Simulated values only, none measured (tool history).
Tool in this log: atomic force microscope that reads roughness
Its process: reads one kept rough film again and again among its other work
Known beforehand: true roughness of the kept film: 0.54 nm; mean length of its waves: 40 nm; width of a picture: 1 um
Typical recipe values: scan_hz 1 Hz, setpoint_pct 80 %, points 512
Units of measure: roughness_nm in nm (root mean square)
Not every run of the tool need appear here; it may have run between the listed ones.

run 1 hour=0 | scan_hz=1 setpoint_pct=80 points=512 | roughness_nm=0.513
run 2 hour=19.9 | scan_hz=1 setpoint_pct=80 points=512 | roughness_nm=0.51
run 3 hour=34.5 | scan_hz=1 setpoint_pct=80 points=512 | roughness_nm=0.506
run 4 hour=44.4 | scan_hz=1 setpoint_pct=65 points=512 | roughness_nm=0.518
run 5 hour=57.4 | scan_hz=1 setpoint_pct=65 points=512 | roughness_nm=0.517
run 6 hour=80.1 | scan_hz=1 setpoint_pct=80 points=512 | roughness_nm=0.505
run 7 hour=99.8 | scan_hz=3.14 setpoint_pct=80 points=512 | roughness_nm=0.469
run 8 hour=119.9 | scan_hz=1 setpoint_pct=80 points=443 | roughness_nm=0.501
run 9 hour=137.9 | scan_hz=1 setpoint_pct=80 points=512 | roughness_nm=0.5
run 10 hour=156.1 | scan_hz=1 setpoint_pct=80 points=512 | roughness_nm=0.511
run 11 hour=171.9 | scan_hz=1 setpoint_pct=80 points=512 | roughness_nm=0.512
run 12 hour=181.5 | scan_hz=2.04 setpoint_pct=80 points=512 | roughness_nm=0.493
run 13 hour=191.1 | scan_hz=1.12 setpoint_pct=83 points=397 | roughness_nm=0.501
run 14 hour=206.5 | scan_hz=3.32 setpoint_pct=87 points=605 | roughness_nm=0.452
run 15 hour=215.9 | scan_hz=1.69 setpoint_pct=87 points=399 | roughness_nm=0.483
run 16 hour=238.1 | scan_hz=0.65 setpoint_pct=85 points=690 | roughness_nm=0.51
run 17 hour=254.8 | scan_hz=0.65 setpoint_pct=73 points=374 | roughness_nm=0.515
run 18 hour=274.5 | scan_hz=3.71 setpoint_pct=72 points=600 | roughness_nm=0.481
run 19 hour=290.6 | scan_hz=1.62 setpoint_pct=66 points=600 | roughness_nm=0.509
run 20 hour=306.1 | scan_hz=1.62 setpoint_pct=66 points=600 | roughness_nm=0.505
run 21 hour=316.5 | scan_hz=1.88 setpoint_pct=88 points=258 | roughness_nm=0.47
run 22 hour=337.3 | scan_hz=0.75 setpoint_pct=88 points=383 | roughness_nm=0.497
run 23 hour=348.6 | scan_hz=1.56 setpoint_pct=88 points=924 | roughness_nm=0.494

Withheld: 2 entries from between the runs. Position of each, and hidden state at the listed run before versus the listed run after:
Run 9 -> run 10: new tip fitted (hour 146.7)
  radius of the tip, nm: 27.1 -> 8.6; height scale over the true one, %: -0.37 -> -0.38
  measured less the result without the state, roughness_nm: -0.015 -> -0.003 nm (root mean square)
Run 22 -> run 23: new tip fitted (hour 344.8)
  radius of the tip, nm: 27.2 -> 7.4; height scale over the true one, %: -0.49 -> -0.5
  measured less the result without the state, roughness_nm: -0.016 -> -0.003 nm (root mean square)
